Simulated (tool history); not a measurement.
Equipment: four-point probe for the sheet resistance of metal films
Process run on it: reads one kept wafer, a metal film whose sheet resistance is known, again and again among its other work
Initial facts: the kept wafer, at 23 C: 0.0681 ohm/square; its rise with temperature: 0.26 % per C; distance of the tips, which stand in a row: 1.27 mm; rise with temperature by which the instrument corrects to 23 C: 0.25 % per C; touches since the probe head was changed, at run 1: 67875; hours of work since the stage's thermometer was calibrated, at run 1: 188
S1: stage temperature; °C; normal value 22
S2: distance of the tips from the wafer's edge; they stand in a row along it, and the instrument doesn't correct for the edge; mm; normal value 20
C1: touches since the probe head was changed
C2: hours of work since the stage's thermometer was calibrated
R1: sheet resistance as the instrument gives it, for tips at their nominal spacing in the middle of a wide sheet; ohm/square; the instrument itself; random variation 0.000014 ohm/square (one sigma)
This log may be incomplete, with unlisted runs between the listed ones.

run   hour  S1  S2      C1   C2        R1
  1      0  22  20   67875  188  0.069097
  2   26.7  22  20   69600  208  0.069104
  3   62.7  22  20   71922  235  0.069113
  4  101.3  22   4   74416  263  0.072478
  5  143.3  22   4   77127  294   0.07254
  6  186.4  21  20   79912  326  0.069113
  7  222.4  29  20   82235  353  0.069146
  8  281.9  29  20   86077  397   0.06915
  9  325.3  29  20   88876  429   0.06918
 10  365.3  29  20   91464  458  0.069171
 11  419.1  29  20   94937  498  0.069223
 12  443.6  29  20   96519  516   0.06921
 13  487.9  22  10   99380  549  0.069662
 14  528.2  19  37  101977  578  0.069109
 15  584.8  19  37  105631  620  0.069142
 16    625  19  32  108229  650  0.069134
 17  662.9  19  32  110679  678  0.069124
 18  693.4  19  32  112645  700  0.069156
 19  751.5  22   5  116400  743  0.071428
 20  798.2  23  20  119414  778   0.06928
 21  836.1  32  37  121858  806  0.069174
 22  873.2  25   5  124255  833  0.071462
 23  910.2  25   3  126641  860  0.075199
 24  943.2  25   3  128776  885  0.075187

Predict each of these 4 candidate next runs independently; none follows another, all start after run 24:
  A  978.6  27  43  131059  911   ?
  B  978.6  23   4  131059  911   ?
  C  978.6  22   6  131059  911   ?
  D  978.6  22  13  131059  911   ?

run        R1
  A  0.069182
  B  0.072723
  C  0.070783
  D  0.069515
Without the tool's hidden state the same runs would have given:
run        R1
  A  0.068125
  B  0.071618
  C  0.069704
  D  0.068454
